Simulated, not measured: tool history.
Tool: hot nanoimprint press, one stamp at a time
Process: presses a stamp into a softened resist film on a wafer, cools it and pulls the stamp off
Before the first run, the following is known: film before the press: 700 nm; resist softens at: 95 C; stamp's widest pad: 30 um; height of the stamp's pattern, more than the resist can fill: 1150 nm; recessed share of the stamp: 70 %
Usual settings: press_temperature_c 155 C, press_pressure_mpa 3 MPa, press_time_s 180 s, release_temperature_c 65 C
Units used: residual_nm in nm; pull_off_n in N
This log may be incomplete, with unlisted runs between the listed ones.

run 1 hour=0 | press_temperature_c=155 press_pressure_mpa=3 press_time_s=180 release_temperature_c=65 | residual_nm=441.7 pull_off_n=196
run 2 hour=84.7 | press_temperature_c=155 press_pressure_mpa=3 press_time_s=180 release_temperature_c=65 | residual_nm=450.8 pull_off_n=221
run 3 hour=142.8 | press_temperature_c=155 press_pressure_mpa=3 press_time_s=180 release_temperature_c=65 | residual_nm=446.9 pull_off_n=228
run 4 hour=225 | press_temperature_c=155 press_pressure_mpa=3 press_time_s=236 release_temperature_c=65 | residual_nm=414 pull_off_n=193
run 5 hour=277.5 | press_temperature_c=155 press_pressure_mpa=3 press_time_s=236 release_temperature_c=65 | residual_nm=387.5 pull_off_n=200
run 6 hour=330.8 | press_temperature_c=155 press_pressure_mpa=3 press_time_s=236 release_temperature_c=65 | residual_nm=387 pull_off_n=203
run 7 hour=399.6 | press_temperature_c=152 press_pressure_mpa=3 press_time_s=236 release_temperature_c=65 | residual_nm=454.2 pull_off_n=168
run 8 hour=441.9 | press_temperature_c=155 press_pressure_mpa=3 press_time_s=180 release_temperature_c=65 | residual_nm=422.1 pull_off_n=184
run 9 hour=514.1 | press_temperature_c=155 press_pressure_mpa=3 press_time_s=180 release_temperature_c=65 | residual_nm=424.2 pull_off_n=194
run 10 hour=583.5 | press_temperature_c=148 press_pressure_mpa=3 press_time_s=180 release_temperature_c=65 | residual_nm=566.7 pull_off_n=221
run 11 hour=642.4 | press_temperature_c=155 press_pressure_mpa=3 press_time_s=116 release_temperature_c=65 | residual_nm=488.2 pull_off_n=179
run 12 hour=735.5 | press_temperature_c=155 press_pressure_mpa=3 press_time_s=180 release_temperature_c=55 | residual_nm=439.5 pull_off_n=254
run 13 hour=778.1 | press_temperature_c=155 press_pressure_mpa=3 press_time_s=233 release_temperature_c=65 | residual_nm=409.4 pull_off_n=208
run 14 hour=850.5 | press_temperature_c=155 press_pressure_mpa=3 press_time_s=233 release_temperature_c=65 | residual_nm=412.7 pull_off_n=179
run 15 hour=943.6 | press_temperature_c=155 press_pressure_mpa=3.54 press_time_s=145 release_temperature_c=65 | residual_nm=436.5 pull_off_n=202
run 16 hour=1019.9 | press_temperature_c=148 press_pressure_mpa=3.54 press_time_s=145 release_temperature_c=61 | residual_nm=561.1 pull_off_n=229
run 17 hour=1098.3 | press_temperature_c=148 press_pressure_mpa=3.54 press_time_s=249 release_temperature_c=55 | residual_nm=507.2 pull_off_n=221
run 18 hour=1151.4 | press_temperature_c=155 press_pressure_mpa=2.83 press_time_s=182 release_temperature_c=73 | residual_nm=443.3 pull_off_n=149
run 19 hour=1220.3 | press_temperature_c=155 press_pressure_mpa=2.83 press_time_s=182 release_temperature_c=73 | residual_nm=444 pull_off_n=163
run 20 hour=1299 | press_temperature_c=155 press_pressure_mpa=2.83 press_time_s=182 release_temperature_c=64 | residual_nm=449 pull_off_n=235
run 21 hour=1381.2 | press_temperature_c=155 press_pressure_mpa=2.83 press_time_s=182 release_temperature_c=64 | residual_nm=453.7 pull_off_n=194
run 22 hour=1456.9 | press_temperature_c=148 press_pressure_mpa=1.97 press_time_s=167 release_temperature_c=68 | residual_nm=632.7 pull_off_n=199
run 23 hour=1553.9 | press_temperature_c=155 press_pressure_mpa=3 press_time_s=358 release_temperature_c=65 | residual_nm=365.4 pull_off_n=176
run 24 hour=1610.8 | press_temperature_c=144 press_pressure_mpa=3 press_time_s=98 release_temperature_c=69 | residual_nm=662.1 pull_off_n=172
run 25 hour=1661.7 | press_temperature_c=155 press_pressure_mpa=2.57 press_time_s=180 release_temperature_c=65 | residual_nm=478.1 pull_off_n=202
run 26 hour=1756.4 | press_temperature_c=155 press_pressure_mpa=2.57 press_time_s=180 release_temperature_c=65 | residual_nm=454.7 pull_off_n=213
run 27 hour=1801.7 | press_temperature_c=155 press_pressure_mpa=2.57 press_time_s=180 release_temperature_c=65 | residual_nm=453.1 pull_off_n=181
run 28 hour=1853.9 | press_temperature_c=155 press_pressure_mpa=2.57 press_time_s=180 release_temperature_c=65 | residual_nm=456.6 pull_off_n=178

Taken out of this log: 13 entries between the listed runs. Where each belongs, and how the hidden state differs across it:
Between runs 2 and 3: press's hydraulic seals changed and the load cell set to zero (hour 120.3)
  true temperature over the reading, C: -1.26 -> -1.34; pressure that arrives at the usual setting, %: 98.48 -> 99.74; grip of the stamp's worn release coat, % over a new coat's: 22.5 -> 29.6
  what was measured, less what the result would be without the hidden state, residual_nm: +28.4 -> +27.5 nm; pull_off_n: +46 -> +59 N
Between runs 3 and 4: stamp cleaned and given a new release coat (hour 156.6)
  true temperature over the reading, C: -1.34 -> -1.47; pressure that arrives at the usual setting, %: 99.74 -> 99.61; grip of the stamp's worn release coat, % over a new coat's: 29.6 -> 8.9
  what was measured, less what the result would be without the hidden state, residual_nm: +27.5 -> +29.9 nm; pull_off_n: +59 -> +23 N
Between runs 4 and 5: plate thermocouple calibrated (hour 257.6)
  true temperature over the reading, C: -1.47 -> 0.04; pressure that arrives at the usual setting, %: 99.61 -> 99.53; grip of the stamp's worn release coat, % over a new coat's: 8.9 -> 15.6
  what was measured, less what the result would be without the hidden state, residual_nm: +29.9 -> +0 nm; pull_off_n: +23 -> +27 N
Between runs 6 and 7: stamp cleaned and given a new release coat (hour 390.9)
  true temperature over the reading, C: -0.04 -> -0.15; pressure that arrives at the usual setting, %: 99.44 -> 99.34; grip of the stamp's worn release coat, % over a new coat's: 23 -> 1.1
  what was measured, less what the result would be without the hidden state, residual_nm: +1.9 -> +4.5 nm; pull_off_n: +38 -> +3 N
Between runs 10 and 11: stamp cleaned and given a new release coat (hour 619.8)
  true temperature over the reading, C: -0.5 -> -0.59; pressure that arrives at the usual setting, %: 99.02 -> 98.93; grip of the stamp's worn release coat, % over a new coat's: 26 -> 2.9
  what was measured, less what the result would be without the hidden state, residual_nm: +10.4 -> +13.7 nm; pull_off_n: +48 -> +7 N
Between runs 13 and 14: stamp cleaned and given a new release coat (hour 850.5)
  true temperature over the reading, C: -0.86 -> -0.98; pressure that arrives at the usual setting, %: 98.7 -> 98.59; grip of the stamp's worn release coat, % over a new coat's: 21.1 -> 0
  what was measured, less what the result would be without the hidden state, residual_nm: +19.7 -> +22.3 nm; pull_off_n: +40 -> +5 N
Between runs 15 and 16: plate thermocouple calibrated (hour 991.1)
  true temperature over the reading, C: -1.15 -> -0.18; pressure that arrives at the usual setting, %: 98.42 -> 98.31; grip of the stamp's worn release coat, % over a new coat's: 12.2 -> 22.3
  what was measured, less what the result would be without the hidden state, residual_nm: +26.6 -> +6.6 nm; pull_off_n: +27 -> +43 N
Between runs 16 and 17: stamp cleaned and given a new release coat (hour 1085.2)
  true temperature over the reading, C: -0.18 -> -0.31; pressure that arrives at the usual setting, %: 98.31 -> 98.19; grip of the stamp's worn release coat, % over a new coat's: 22.3 -> 1.7
  what was measured, less what the result would be without the hidden state, residual_nm: +6.6 -> +10.5 nm; pull_off_n: +43 -> +6 N
Between runs 20 and 21: stamp cleaned and given a new release coat (hour 1314.1)
  true temperature over the reading, C: -0.68 -> -0.84; pressure that arrives at the usual setting, %: 97.87 -> 97.74; grip of the stamp's worn release coat, % over a new coat's: 29 -> 8.8
  what was measured, less what the result would be without the hidden state, residual_nm: +17.6 -> +21.1 nm; pull_off_n: +56 -> +19 N
Between runs 22 and 23: press's hydraulic seals changed and the load cell set to zero (hour 1539.1); stamp cleaned and given a new release coat (hour 1552.6)
  true temperature over the reading, C: -0.98 -> -1.14; pressure that arrives at the usual setting, %: 97.62 -> 99.75; grip of the stamp's worn release coat, % over a new coat's: 19 -> 0.2
  what was measured, less what the result would be without the hidden state, residual_nm: +12.8 -> +22.2 nm; pull_off_n: +37 -> +5 N
Between runs 25 and 26: plate thermocouple calibrated (hour 1726.6)
  true temperature over the reading, C: -1.32 -> -0.12; pressure that arrives at the usual setting, %: 99.57 -> 99.43; grip of the stamp's worn release coat, % over a new coat's: 14.4 -> 27.1
  what was measured, less what the result would be without the hidden state, residual_nm: +27 -> +3.3 nm; pull_off_n: +32 -> +46 N
Between runs 26 and 27: stamp cleaned and given a new release coat (hour 1786.2)
  true temperature over the reading, C: -0.12 -> -0.19; pressure that arrives at the usual setting, %: 99.43 -> 99.36; grip of the stamp's worn release coat, % over a new coat's: 27.1 -> 2
  what was measured, less what the result would be without the hidden state, residual_nm: +3.3 -> +4.9 nm; pull_off_n: +46 -> +5 N
